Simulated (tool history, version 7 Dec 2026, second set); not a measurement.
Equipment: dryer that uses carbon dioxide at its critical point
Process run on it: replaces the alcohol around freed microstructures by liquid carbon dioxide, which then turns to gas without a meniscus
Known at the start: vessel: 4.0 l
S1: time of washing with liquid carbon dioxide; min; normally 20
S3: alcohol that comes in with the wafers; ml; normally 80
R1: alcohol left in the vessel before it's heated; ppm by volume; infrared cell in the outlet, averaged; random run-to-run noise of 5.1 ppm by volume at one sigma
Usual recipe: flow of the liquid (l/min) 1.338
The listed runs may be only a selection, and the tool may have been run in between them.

Run 1, hour 0: usual settings. Result: R1 110 ppm by volume.
Run 2, hour 11.2: usual settings. Result: R1 113 ppm by volume.
Run 3, hour 31: usual settings. Result: R1 120 ppm by volume.
Run 4, hour 50.8: usual settings. Result: R1 124 ppm by volume.
Run 5, hour 67.6: usual settings but flow of the liquid (l/min) 2.03. Result: R1 23 ppm by volume.
Run 6, hour 86.2: usual settings but flow of the liquid (l/min) 2.03. Result: R1 25 ppm by volume.
Run 7, hour 110.3: usual settings but flow of the liquid (l/min) 2.03. Result: R1 21 ppm by volume.
Run 8, hour 129.6: usual settings but flow of the liquid (l/min) 1.03. Result: R1 436 ppm by volume.
Run 9, hour 154.4: usual settings but S1 16 min. Result: R1 372 ppm by volume.
Run 10, hour 171.3: usual settings but S1 16 min. Result: R1 385 ppm by volume.
At hour 183.4: inlet filter changed.
Run 11, hour 185.8: usual settings but S1 16 min. Result: R1 200 ppm by volume.
Run 12, hour 202.9: usual settings but S1 14 min. Result: R1 333 ppm by volume.
Run 13, hour 220.1: usual settings but S3 48 ml. Result: R1 59 ppm by volume.
Run 14, hour 234.8: usual settings but S3 48 ml. Result: R1 54 ppm by volume.
Run 15, hour 248.8: usual settings but S3 48 ml. Result: R1 62 ppm by volume.
Run 16, hour 262.2: usual settings. Result: R1 93 ppm by volume.
Run 17, hour 276.7: usual settings but flow of the liquid (l/min) 2.07. Result: R1 28 ppm by volume.
Run 18, hour 287.9: usual settings but flow of the liquid (l/min) 1.18. Result: R1 154 ppm by volume.
Run 19, hour 307.1: usual settings but flow of the liquid (l/min) 1.18. Result: R1 161 ppm by volume.
Run 20, hour 327.1: usual settings but flow of the liquid (l/min) 1.18, S3 44 ml. Result: R1 107 ppm by volume.
Run 21, hour 348.2: usual settings but flow of the liquid (l/min) 1.18, S3 44 ml. Result: R1 98 ppm by volume.
Run 22, hour 361.5: usual settings but flow of the liquid (l/min) 1.18, S3 44 ml. Result: R1 104 ppm by volume.
Run 23, hour 382: usual settings but flow of the liquid (l/min) 1.18, S3 44 ml. Result: R1 127 ppm by volume.
Run 24, hour 401.4: usual settings but flow of the liquid (l/min) 1.16, S3 25 ml. Result: R1 91 ppm by volume.
Run 25, hour 412.9: usual settings but S1 18 min, flow of the liquid (l/min) 1.9, S3 92 ml. Result: R1 41 ppm by volume.
Run 26, hour 433.9: usual settings but S1 19 min, flow of the liquid (l/min) 2.24, S3 51 ml. Result: R1 37 ppm by volume.
Run 27, hour 456.2: usual settings but S1 22 min, flow of the liquid (l/min) 1.25, S3 60 ml. Result: R1 78 ppm by volume.
Run 28, hour 469.9: usual settings but S1 22 min, flow of the liquid (l/min) 1.25, S3 60 ml. Result: R1 96 ppm by volume.
Run 29, hour 487.1: usual settings but S1 22 min, flow of the liquid (l/min) 1.25, S3 60 ml. Result: R1 91 ppm by volume.
Run 30, hour 512.1: usual settings but S1 15 min, flow of the liquid (l/min) 0.83. Result: R1 1831 ppm by volume.
Run 31, hour 537.7: usual settings but S1 15 min, flow of the liquid (l/min) 2.05, S3 48 ml. Result: R1 61 ppm by volume.
Run 32, hour 550.7: usual settings but S1 13 min, flow of the liquid (l/min) 1.7, S3 53 ml. Result: R1 195 ppm by volume.
Run 33, hour 575.8: usual settings but S1 24 min. Result: R1 65 ppm by volume.
Run 34, hour 598.8: usual settings but S1 25 min. Result: R1 68 ppm by volume.
Run 35, hour 625.1: usual settings but S1 17 min, flow of the liquid (l/min) 1.69. Result: R1 117 ppm by volume.
Run 36, hour 651.9: usual settings but S1 17 min, flow of the liquid (l/min) 2.2, S3 90 ml. Result: R1 54 ppm by volume.
Run 37, hour 674.2: usual settings but S1 22 min, flow of the liquid (l/min) 1.91. Result: R1 48 ppm by volume.
Run 38, hour 692.7: usual settings but S1 19 min, flow of the liquid (l/min) 1.86, S3 110 ml. Result: R1 80 ppm by volume.
Run 39, hour 715.7: usual settings but S1 23 min, flow of the liquid (l/min) 1.56, S3 65 ml. Result: R1 61 ppm by volume.
Run 40, hour 738.9: usual settings but S1 26 min, flow of the liquid (l/min) 2.16. Result: R1 42 ppm by volume.
Run 41, hour 758.6: usual settings but S1 17 min, flow of the liquid (l/min) 1.38, S3 79 ml. Result: R1 309 ppm by volume.
At hour 763.4: inlet filter changed.
Run 42, hour 781.2: usual settings but S1 22 min, flow of the liquid (l/min) 2.18. Result: R1 46 ppm by volume.
Run 43, hour 794.6: usual settings but S1 18 min, flow of the liquid (l/min) 1.24, S3 81 ml. Result: R1 193 ppm by volume.
Run 44, hour 808.1: usual settings but S1 18 min, flow of the liquid (l/min) 1.24, S3 81 ml. Result: R1 207 ppm by volume.
Run 45, hour 824.6: usual settings but S1 18 min, flow of the liquid (l/min) 1.24, S3 81 ml. Result: R1 205 ppm by volume.
Run 46, hour 840.5: usual settings but S1 17 min, flow of the liquid (l/min) 2.01, S3 81 ml. Result: R1 53 ppm by volume.

Pick out some run-to-run changes in R1. Of each, how much would a tool without hidden state show as well, from the settings, what came in and chance, and how much is left for the hidden state and any gauge scatter not in both results compared?
The hidden state here: flow that reaches the vessel past the clogged filter, %; alcohol in the recycled carbon dioxide, ppm; drift of the gauge itself on alcohol_ppm, %.
Run 7 -> 8: flow of the liquid (l/min) 2.03 -> 1.03. R1 +415 ppm by volume: hidden state +194, all else +221.
Run 29 -> 30: S1 22 -> 15, flow of the liquid (l/min) 1.25 -> 0.83, S3 60 -> 80. R1 +1740 ppm by volume: hidden state +398, all else +1342.
Run 30 -> 31: flow of the liquid (l/min) 0.83 -> 2.05, S3 80 -> 48. R1 -1770 ppm by volume: hidden state -410, all else -1360.
